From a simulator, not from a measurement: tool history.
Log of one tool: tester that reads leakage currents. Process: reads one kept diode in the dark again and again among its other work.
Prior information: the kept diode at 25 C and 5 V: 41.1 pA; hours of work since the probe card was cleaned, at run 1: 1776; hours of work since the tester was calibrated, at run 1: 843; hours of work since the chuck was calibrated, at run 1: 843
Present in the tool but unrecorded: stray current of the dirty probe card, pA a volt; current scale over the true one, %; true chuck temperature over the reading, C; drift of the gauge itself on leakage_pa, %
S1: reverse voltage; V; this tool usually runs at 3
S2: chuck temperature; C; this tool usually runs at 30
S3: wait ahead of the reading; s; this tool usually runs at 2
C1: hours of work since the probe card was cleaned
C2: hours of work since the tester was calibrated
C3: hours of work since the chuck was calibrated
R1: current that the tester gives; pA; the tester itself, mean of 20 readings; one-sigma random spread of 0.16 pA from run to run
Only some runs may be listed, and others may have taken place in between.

run    hour     S1  S2    S3    C1    C2    C3      R1
  1       0      3  30     2  1776   843   843   52.57
  2   113.3      3  30     2  1839   906   906   52.06
  3   230.8   4.32  30     2  1905   972   972   62.56
  4   362.8   4.32  30     2  1979  1045  1045   62.37
      439.5  -- probe card cleaned and baked
  5     506   4.32  30     2    37  1124  1124   55.47
  6   620.5      3  35     2   101  1188  1188   72.25
  7   722.9      3  55     2   158  1245  1245  374.02
  8   809.1      3  55     2   207  1293  1293  372.08
  9     953      3  55     2   287  1374  1374  369.07
      982.2  -- chuck's temperature calibrated
 10  1119.1      3  55     2   379  1465    77   407.5
 11  1261.7      3  55     2   459  1545   156   404.7
 12    1371      3  55     2   520  1606   217  404.64
 13  1451.8      3  30     2   565  1651   263   51.42
 14  1626.6      3  30     2   662  1749   360   50.92
 15  1789.4      3  30     2   753  1840   451   50.77
 16  1888.2      3  30     2   809  1895   506   50.41
 17  2057.4      3  30     2   903  1990   601    50.3
 18  2200.8      3  30     2   983  2070   681   50.01
 19  2289.7      3  30     2  1033  2120   731   50.07
 20  2443.4      3  30     2  1119  2206   817   49.57
 21  2555.7   2.91  43  8.59  1182  2269   880   145.1
 22    2728   1.31  30  0.44  1278  2365   976   33.02
 23  2814.4    2.3  22   7.1  1326  2413  1024   21.64
 24  2898.6    2.3  22   7.1  1374  2460  1071    21.8
 25  3003.3   1.38  30  0.66  1432  2519  1130   33.33
 26  3196.6   1.54  26  0.66  1540  2627  1238   24.89
 27    3342   1.54  32  0.66  1621  2708  1319   41.01
 28  3456.2      3  24  1.21  1685  2772  1383   29.77
       3476  -- chuck's temperature calibrated
 29  3553.3   2.16  34  0.31  1738  2825    43   65.18
     3746.6  -- tester calibrated
 30  3746.6   2.16  34  0.31  1845     0   150   66.24
 31  3858.6  11.86  30  2.15  1908    63   213  114.55
 32  3963.1  10.66  52  3.03  1966   121   271  592.07
     4061.8  -- probe card cleaned and baked
 33  4061.8  15.89  52  3.03     0   175   325  690.01
 34    4228  15.89  52  3.03    93   267   418  683.59
 35  4411.1  15.89  22  4.61   195   370   520   53.84
 36  4532.9  15.89  22  4.61   263   438   588   54.06
 37  4641.5   6.73  44  5.22   324   499   649  237.46
 38  4734.3   4.27  47     2   376   550   701  243.12
 39  4820.8   4.27  47     2   424   599   749   242.6

Same runs, no hidden state in the tool, same run-to-run variation:
run      R1
  1   51.71
  2   51.33
  3   60.72
  4   60.71
  5   61.22
  6      80
  7  412.48
  8     412
  9  411.37
 10  411.18
 11  411.31
 12   413.3
 13   51.66
 14   51.42
 15   51.53
 16   51.33
 17   51.47
 18    51.4
 19   51.61
 20    51.3
 21  155.83
 22   35.27
 23   21.62
 24   21.79
 25   35.92
 26   26.39
 27   44.94
 28   30.01
 29   63.45
 30   63.95
 31   98.39
 32  589.25
 33  710.62
 34  708.68
 35   54.29
 36   54.08
 37  250.68
 38  258.26
 39  258.69
